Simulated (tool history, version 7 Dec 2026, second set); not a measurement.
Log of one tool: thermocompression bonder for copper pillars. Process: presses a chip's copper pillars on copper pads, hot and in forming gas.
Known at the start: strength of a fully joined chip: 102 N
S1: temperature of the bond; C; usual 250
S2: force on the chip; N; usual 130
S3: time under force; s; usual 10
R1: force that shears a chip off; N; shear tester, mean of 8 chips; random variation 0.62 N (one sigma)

run	hour	S1	S2	S3	R1
1	0.0	250	130	10	53.2
2	9.6	250	130	10	54.0
3	19.9	250	130	10	54.8
4	30.1	234	130	10	44.4
5	41.2	234	130	10	44.0
6	55.3	234	130	10	43.2
7	67.5	250	130	10	54.0
8	75.5	250	130	13	57.9
9	83.8	250	120	13	56.4
10	91.3	260	120	13	61.5
11	99.9	260	120	13	61.5
12	108.3	250	130	5	41.8
13	121.5	250	130	10	53.1
14	132.2	250	130	10	52.9
15	140.4	250	130	10	54.7
16	148.7	250	118	10	50.7
# hour 155.1: forming gas filter changed
17	157.6	250	118	10	51.1
18	169.6	279	118	10	70.3
19	175.7	279	118	10	68.6
20	184.1	279	118	10	68.7
21	191.7	279	118	10	69.3
22	200.9	250	121	10	52.4
23	210.6	244	121	10	49.0
24	221.0	244	121	10	48.8
25	229.0	244	121	10	48.7
26	238.4	237	146	6	40.7
27	248.7	259	132	10	59.9
28	259.5	259	79	10	45.0
29	272.8	263	130	20	75.3
30	283.6	222	130	25	51.5
31	296.9	263	112	23	73.1
32	309.1	223	112	16	40.9
33	319.3	250	126	5	40.5
34	327.8	250	97	10	46.0
35	338.5	242	97	29	59.1
36	349.8	250	89	16	50.6
37	357.9	242	155	7	47.5
38	369.7	242	155	7	47.3
39	383.9	250	173	29	80.8

4 ways to go on from here, each from the tool as it stands after run 39. What would each give?
A	395.6	250	173	13	?
B	395.6	250	116	6	?
C	395.6	250	108	10	?
D	395.6	250	130	21	?

run	R1
A	67.6
B	42.1
C	47.0
D	66.6
Without the tool's hidden state the same runs would have given:
run	R1
A	72.1
B	45.7
C	50.8
D	71.0
